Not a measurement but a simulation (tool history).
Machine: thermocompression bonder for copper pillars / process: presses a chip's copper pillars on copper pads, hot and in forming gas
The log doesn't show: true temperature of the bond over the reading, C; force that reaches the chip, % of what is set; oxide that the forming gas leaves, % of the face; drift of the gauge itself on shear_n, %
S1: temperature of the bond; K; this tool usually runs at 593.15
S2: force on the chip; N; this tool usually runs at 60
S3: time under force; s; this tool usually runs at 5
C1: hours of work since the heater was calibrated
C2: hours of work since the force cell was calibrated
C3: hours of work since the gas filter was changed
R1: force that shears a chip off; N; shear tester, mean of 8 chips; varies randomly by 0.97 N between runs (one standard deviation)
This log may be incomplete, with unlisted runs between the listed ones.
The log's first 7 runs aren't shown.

run,hour,S1,S2,S3,C1,C2,C3,R1
8,194.8,593.15,60,5,1030,1201,287,68.3
# hour 212.5: heater calibrated with a thermocouple chip
# hour 213: forming gas filter changed
9,228.2,593.15,60,5,11,1223,11,78.8
10,256.9,593.15,60,5,31,1243,31,79
11,288.1,593.15,60,5,53,1265,53,78.8
12,318.6,593.15,60,5,75,1287,75,79.1
13,351.9,593.15,60,5,99,1311,99,79
14,387.3,593.15,60,5,124,1336,124,78
15,412.6,583.15,60,5,142,1354,142,69.7
16,441.5,583.15,60,5,162,1374,162,67.7
17,470.6,589.15,60,7,183,1395,183,81.5
18,506.1,589.15,89,8,208,1420,208,99.8
19,526.3,589.15,89,9,223,1434,223,104.3
20,554,595.15,60,3,242,1454,242,63
21,571.5,597.15,60,5,255,1466,255,76.5
22,593.6,598.15,78,5,270,1482,270,88.8
23,622.5,575.15,48,6,291,1503,291,53.6
# hour 633.2: forming gas filter changed
24,642.2,575.15,48,6,305,1516,6,58.8
25,675.6,575.15,48,6,328,1540,30,56.7
26,704.1,576.15,37,11,348,1560,50,59.2
27,729.4,618.15,36,5,366,1578,68,71.9
28,755.1,566.15,57,8,385,1597,87,62.9
29,786.5,566.15,37,5,407,1619,109,36.9
30,812,566.15,37,5,425,1637,127,37.4
31,846.6,593.15,61,5,450,1662,152,75.2
32,869.4,579.15,61,3,466,1678,168,52.8

Alternative continuations, all from the tool just after run 32; predict every row:
A,885.1,612.15,84,8,477,1689,179,?
B,885.1,579.15,72,3,477,1689,179,?
C,885.1,568.15,64,10,477,1689,179,?

run,R1
A,111.8
B,61
C,72.9
The same runs, with their run-to-run variation unchanged, on a tool lacking any hidden condition would have given:
run,R1
A,121.6
B,69.5
C,82.7
